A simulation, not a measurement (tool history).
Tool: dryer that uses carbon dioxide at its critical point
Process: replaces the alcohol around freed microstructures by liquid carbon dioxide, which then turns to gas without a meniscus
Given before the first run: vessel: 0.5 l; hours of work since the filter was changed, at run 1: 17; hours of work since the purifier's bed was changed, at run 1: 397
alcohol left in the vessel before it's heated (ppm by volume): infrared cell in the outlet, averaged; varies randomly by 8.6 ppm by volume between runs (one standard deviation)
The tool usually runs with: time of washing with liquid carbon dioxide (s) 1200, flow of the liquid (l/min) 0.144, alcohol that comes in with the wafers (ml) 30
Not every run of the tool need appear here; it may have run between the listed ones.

run  hour  time of washing with liquid carbon dioxide (s)  flow of the liquid (l/min)  alcohol that comes in with the wafers (ml)  hours of work since the filter was changed  hours of work since the purifier's bed was changed  alcohol left in the vessel before it's heated (ppm by volume)
  1   0.0                                            1200                       0.144                                          30                                          17                                                 397                                                            578
  2   6.6                                            1200                       0.144                                          30                                          22                                                 402                                                            578
  3  12.9                                            1200                       0.109                                          30                                          26                                                 407                                                           1796
  4  26.2                                            1200                       0.109                                          30                                          36                                                 417                                                           1835
  5  32.2                                            1200                       0.118                                          30                                          41                                                 422                                                           1397
  6  37.8                                            1200                       0.118                                          30                                          45                                                 426                                                           1381
  7  44.8                                            1200                       0.118                                          30                                          50                                                 431                                                           1403
  8  57.6                                            1200                       0.118                                          30                                          60                                                 441                                                           1435
  9  64.1                                            1500                       0.144                                          30                                          65                                                 446                                                            257
 10  71.5                                             960                       0.144                                          31                                          71                                                 451                                                           1516
 11  77.5                                             900                       0.124                                          57                                          75                                                 456                                                           5827
 12  89.3                                             900                       0.124                                          57                                          84                                                 465                                                           5877
 13  99.2                                            1200                       0.124                                          57                                          92                                                 472                                                           2263

Pick out some run-to-run changes in alcohol left in the vessel before it's heated (ppm by volume). Of each, how much would a tool without hidden state show as well, from the settings, what came in and chance, and how much is left for the hidden state and any gauge scatter not in both results compared?
The tool's hidden condition here consists of: flow that reaches the vessel past the clogged filter, %; alcohol in the recycled carbon dioxide, ppm; drift of the gauge itself on alcohol_ppm, %.
Run 10 -> 11: time of washing with liquid carbon dioxide (s) 960 -> 900, flow of the liquid (l/min) 0.144 -> 0.124, alcohol that comes in with the wafers (ml) 31 -> 57. alcohol left in the vessel before it's heated (ppm by volume) +4311: hidden state +454, all else +3857.
